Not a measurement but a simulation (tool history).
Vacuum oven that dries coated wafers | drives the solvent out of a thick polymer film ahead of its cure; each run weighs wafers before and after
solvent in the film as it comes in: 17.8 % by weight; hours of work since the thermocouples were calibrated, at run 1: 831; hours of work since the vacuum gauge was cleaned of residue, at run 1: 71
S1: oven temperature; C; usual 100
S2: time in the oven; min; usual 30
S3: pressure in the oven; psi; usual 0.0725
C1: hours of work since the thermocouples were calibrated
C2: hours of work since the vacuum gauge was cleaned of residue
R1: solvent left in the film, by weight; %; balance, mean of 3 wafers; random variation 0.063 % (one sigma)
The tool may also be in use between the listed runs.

run     day   S1  S2      S3    C1   C2    R1
  1       0  100  30  0.0725   831   71  4.41
  2   0.696  100  19  0.0725   840   80  6.71
  3   1.621  113  30  0.0725   852   92  0.98
  4   2.804   89  30  0.0725   867  107  8.36
  5   3.396   89  30  0.0725   875  115  8.53
  6   4.217   89  30  0.0725   885  125  8.53
  7   4.708   89  30  0.0725   892  131  8.47
  8     5.5   89  30  0.0725   902  142  8.59
  9   6.133   89  30  0.0725   910  150  8.67
 10   6.704  100  30  0.0872   917  157  4.49
 11   7.188  100  51  0.0725   923  163  2.09
 12   8.217  100  51  0.0725   937  176  2.15
 13   9.404  100  51  0.0725   952  192   2.2
 14      10  100  33  0.0725   959  199     4
     10.121  -- vacuum gauge cleaned of residue and calibrated
 15  10.704   93  33  0.0725   968    7   6.7
 16  11.446   93  33  0.1343   977   17  7.13
 17  12.417  100  24  0.0461   990   29  5.67
 18  13.371  100  24  0.0461  1002   42  5.66
     13.583  -- vacuum gauge cleaned of residue and calibrated, once more
 19  14.533  100  26  0.1498  1016   12  5.64
 20  15.108  101  26  0.1014  1023   20  5.07
 21   15.75  100  30  0.1812  1032   28  4.98
 22  16.946   98  25  0.1246  1047   43  6.57
 23   18.05   98  25  0.1246  1061   57   6.5
 24  18.996  109  30  0.0493  1073   69  1.73

Forecast run 25:
 25  19.888  104  30  0.1582  1085  81   ?

{"run 25": {"R1": 3.66}}
Without the tool's hidden state the same run would have given R1 3.04 %.
